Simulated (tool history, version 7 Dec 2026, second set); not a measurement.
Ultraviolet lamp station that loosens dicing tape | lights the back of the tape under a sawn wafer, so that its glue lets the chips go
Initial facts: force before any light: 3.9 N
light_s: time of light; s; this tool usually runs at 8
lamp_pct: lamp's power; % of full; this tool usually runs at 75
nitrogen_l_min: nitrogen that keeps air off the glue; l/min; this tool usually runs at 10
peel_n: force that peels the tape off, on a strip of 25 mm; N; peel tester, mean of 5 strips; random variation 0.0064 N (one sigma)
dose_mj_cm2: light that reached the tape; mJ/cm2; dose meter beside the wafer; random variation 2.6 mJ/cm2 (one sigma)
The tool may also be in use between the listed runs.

| run | hour | light_s | lamp_pct | nitrogen_l_min | peel_n | dose_mj_cm2 |
|---|---|---|---|---|---|---|
| 1 | 0 | 8 | 75 | 10 | 0.202 | 323 |
| 2 | 22 | 8 | 75 | 10 | 0.205 | 319 |
| 3 | 33.4 | 8 | 75 | 10 | 0.209 | 318 |
| 4 | 51.2 | 8 | 75 | 10 | 0.213 | 316 |
| 5 | 75.1 | 8 | 75 | 10 | 0.207 | 320 |
| 6 | 99.7 | 8 | 75 | 10 | 0.214 | 313 |
|  | 102.4 | window cleaned of glue's vapour |
| 7 | 112.8 | 4 | 75 | 10 | 0.767 | 160 |
| 8 | 135.7 | 10 | 75 | 10 | 0.139 | 397 |
| 9 | 155.1 | 8 | 75 | 7 | 0.271 | 317 |
| 10 | 171.7 | 8 | 75 | 10 | 0.189 | 322 |
| 11 | 196.3 | 8 | 73 | 10 | 0.207 | 307 |
| 12 | 211.5 | 8 | 73 | 10 | 0.218 | 307 |
| 13 | 223.4 | 8 | 75 | 10 | 0.211 | 318 |
| 14 | 246.5 | 8 | 79 | 10 | 0.174 | 336 |
| 15 | 258.7 | 10 | 79 | 10 | 0.12 | 419 |
| 16 | 283.1 | 10 | 79 | 10 | 0.129 | 419 |
| 17 | 307.8 | 10 | 79 | 10 | 0.13 | 414 |
| 18 | 321.1 | 10 | 79 | 10 | 0.112 | 417 |
| 19 | 335 | 5 | 74 | 19 | 0.413 | 199 |
| 20 | 349.8 | 5 | 74 | 19 | 0.397 | 190 |
| 21 | 364.5 | 5 | 74 | 19 | 0.434 | 191 |
| 22 | 381.3 | 8 | 75 | 16 | 0.152 | 316 |
| 23 | 405.2 | 5 | 89 | 4 | 0.646 | 237 |
| 24 | 429.9 | 5 | 89 | 8 | 0.435 | 233 |
| 25 | 440.5 | 8 | 68 | 6 | 0.329 | 286 |
| 26 | 450.6 | 5 | 75 | 4 | 0.843 | 200 |
| 27 | 463.5 | 7 | 94 | 3 | 0.371 | 350 |
| 28 | 481.3 | 14 | 73 | 7 | 0.097 | 539 |
| 29 | 494.9 | 14 | 73 | 7 | 0.093 | 545 |
| 30 | 505.7 | 14 | 73 | 7 | 0.098 | 546 |
| 31 | 527 | 14 | 73 | 7 | 0.101 | 540 |
| 32 | 551 | 5 | 88 | 14 | 0.322 | 235 |
| 33 | 571 | 5 | 88 | 14 | 0.326 | 234 |

Here are 3 independent what-if runs from the current tool condition. What would each one return?
| A | 595.2 | 11 | 99 | 10 | ? | ? |
| B | 595.2 | 12 | 72 | 10 | ? | ? |
| C | 595.2 | 8 | 73 | 18 | ? | ? |

| run | peel_n | dose_mj_cm2 |
|---|---|---|
| A | 0.086 | 578 |
| B | 0.101 | 454 |
| C | 0.166 | 307 |
Stripped of hidden state, with their random variation kept, the same runs would have yielded:
| run | peel_n | dose_mj_cm2 |
|---|---|---|
| A | 0.086 | 581 |
| B | 0.1 | 457 |
| C | 0.164 | 308 |

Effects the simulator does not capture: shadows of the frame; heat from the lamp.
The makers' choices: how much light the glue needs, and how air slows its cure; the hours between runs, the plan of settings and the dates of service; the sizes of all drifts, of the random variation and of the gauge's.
